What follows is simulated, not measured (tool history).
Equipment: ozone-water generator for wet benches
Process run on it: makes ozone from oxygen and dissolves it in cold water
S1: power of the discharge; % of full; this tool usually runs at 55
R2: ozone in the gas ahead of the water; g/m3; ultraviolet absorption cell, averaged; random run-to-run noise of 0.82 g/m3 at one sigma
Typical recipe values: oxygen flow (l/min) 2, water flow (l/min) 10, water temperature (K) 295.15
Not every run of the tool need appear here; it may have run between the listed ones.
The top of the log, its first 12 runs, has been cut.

{"run": 13, "day": 12.042, "S1": 95, "oxygen flow (l/min)": 2, "water flow (l/min)": 10, "water temperature (K)": 295.15, "dissolved ozone (ppm)": 14.85, "R2": 164.3}
{"day": 12.133, "done": "water thermometer calibrated"}
{"run": 14, "day": 13.471, "S1": 95, "oxygen flow (l/min)": 2, "water flow (l/min)": 10, "water temperature (K)": 295.15, "dissolved ozone (ppm)": 14.71, "R2": 164.5}
{"run": 15, "day": 14.196, "S1": 95, "oxygen flow (l/min)": 2, "water flow (l/min)": 10, "water temperature (K)": 295.15, "dissolved ozone (ppm)": 14.71, "R2": 166.2}
{"run": 16, "day": 14.933, "S1": 95, "oxygen flow (l/min)": 2, "water flow (l/min)": 10, "water temperature (K)": 295.15, "dissolved ozone (ppm)": 14.55, "R2": 163.3}
{"day": 15.767, "done": "water thermometer calibrated, once more"}
{"run": 17, "day": 15.817, "S1": 55, "oxygen flow (l/min)": 1.46, "water flow (l/min)": 11, "water temperature (K)": 295.15, "dissolved ozone (ppm)": 10.56, "R2": 152.9}
{"run": 18, "day": 16.396, "S1": 55, "oxygen flow (l/min)": 3.3, "water flow (l/min)": 10, "water temperature (K)": 293.15, "dissolved ozone (ppm)": 11.2, "R2": 91.9}
{"run": 19, "day": 17.108, "S1": 55, "oxygen flow (l/min)": 3.36, "water flow (l/min)": 15, "water temperature (K)": 290.15, "dissolved ozone (ppm)": 8.54, "R2": 92}
{"run": 20, "day": 17.792, "S1": 62, "oxygen flow (l/min)": 3.36, "water flow (l/min)": 15, "water temperature (K)": 290.15, "dissolved ozone (ppm)": 9.21, "R2": 96.8}
{"run": 21, "day": 19.1, "S1": 99, "oxygen flow (l/min)": 2, "water flow (l/min)": 10, "water temperature (K)": 301.15, "dissolved ozone (ppm)": 13.87, "R2": 167.9}
{"run": 22, "day": 20.221, "S1": 43, "oxygen flow (l/min)": 2, "water flow (l/min)": 10, "water temperature (K)": 295.15, "dissolved ozone (ppm)": 10.08, "R2": 111.4}
{"run": 23, "day": 21.517, "S1": 55, "oxygen flow (l/min)": 2, "water flow (l/min)": 6, "water temperature (K)": 295.15, "dissolved ozone (ppm)": 16.03, "R2": 125.2}
{"run": 24, "day": 22.438, "S1": 55, "oxygen flow (l/min)": 2, "water flow (l/min)": 6, "water temperature (K)": 295.15, "dissolved ozone (ppm)": 15.85, "R2": 125.7}
{"run": 25, "day": 23.471, "S1": 55, "oxygen flow (l/min)": 2.57, "water flow (l/min)": 6, "water temperature (K)": 299.15, "dissolved ozone (ppm)": 14.18, "R2": 106.8}
{"run": 26, "day": 24.242, "S1": 55, "oxygen flow (l/min)": 2.57, "water flow (l/min)": 6, "water temperature (K)": 299.15, "dissolved ozone (ppm)": 14.06, "R2": 107.2}
{"run": 27, "day": 24.879, "S1": 55, "oxygen flow (l/min)": 2.57, "water flow (l/min)": 6, "water temperature (K)": 299.15, "dissolved ozone (ppm)": 13.97, "R2": 106.1}
{"run": 28, "day": 26.138, "S1": 55, "oxygen flow (l/min)": 2.57, "water flow (l/min)": 6, "water temperature (K)": 299.15, "dissolved ozone (ppm)": 13.99, "R2": 107.9}
{"run": 29, "day": 27.525, "S1": 55, "oxygen flow (l/min)": 2.57, "water flow (l/min)": 6, "water temperature (K)": 299.15, "dissolved ozone (ppm)": 14.07, "R2": 107.3}
{"run": 30, "day": 28.792, "S1": 73, "oxygen flow (l/min)": 2.49, "water flow (l/min)": 11, "water temperature (K)": 298.15, "dissolved ozone (ppm)": 11.39, "R2": 124.6}
{"run": 31, "day": 29.783, "S1": 73, "oxygen flow (l/min)": 2.49, "water flow (l/min)": 11, "water temperature (K)": 298.15, "dissolved ozone (ppm)": 11.46, "R2": 126.1}
{"run": 32, "day": 30.517, "S1": 55, "oxygen flow (l/min)": 1.58, "water flow (l/min)": 15, "water temperature (K)": 295.15, "dissolved ozone (ppm)": 7.89, "R2": 143.8}

What if the next run were any one of these 4? Each begins from the tool's condition after run 32:
{"run": "A", "day": 31.204, "S1": 55, "oxygen flow (l/min)": 2, "water flow (l/min)": 10, "water temperature (K)": 295.15, "dissolved ozone (ppm)": "?", "R2": "?"}
{"run": "B", "day": 31.204, "S1": 67, "oxygen flow (l/min)": 1.14, "water flow (l/min)": 15, "water temperature (K)": 295.15, "dissolved ozone (ppm)": "?", "R2": "?"}
{"run": "C", "day": 31.204, "S1": 55, "oxygen flow (l/min)": 1.7, "water flow (l/min)": 14, "water temperature (K)": 298.15, "dissolved ozone (ppm)": "?", "R2": "?"}
{"run": "D", "day": 31.204, "S1": 55, "oxygen flow (l/min)": 2, "water flow (l/min)": 10, "water temperature (K)": 302.15, "dissolved ozone (ppm)": "?", "R2": "?"}

run=A dissolved_ozone_(ppm)=11.27 R2=123.9
run=B dissolved_ozone_(ppm)=8.39 R2=195.1
run=C dissolved_ozone_(ppm)=8.33 R2=137.9
run=D dissolved_ozone_(ppm)=10.02 R2=124.8
Had the tool no hidden state, the same runs would have come out as:
run=A dissolved_ozone_(ppm)=11.85 R2=129
run=B dissolved_ozone_(ppm)=8.87 R2=204
run=C dissolved_ozone_(ppm)=8.76 R2=143.6
run=D dissolved_ozone_(ppm)=10.54 R2=130
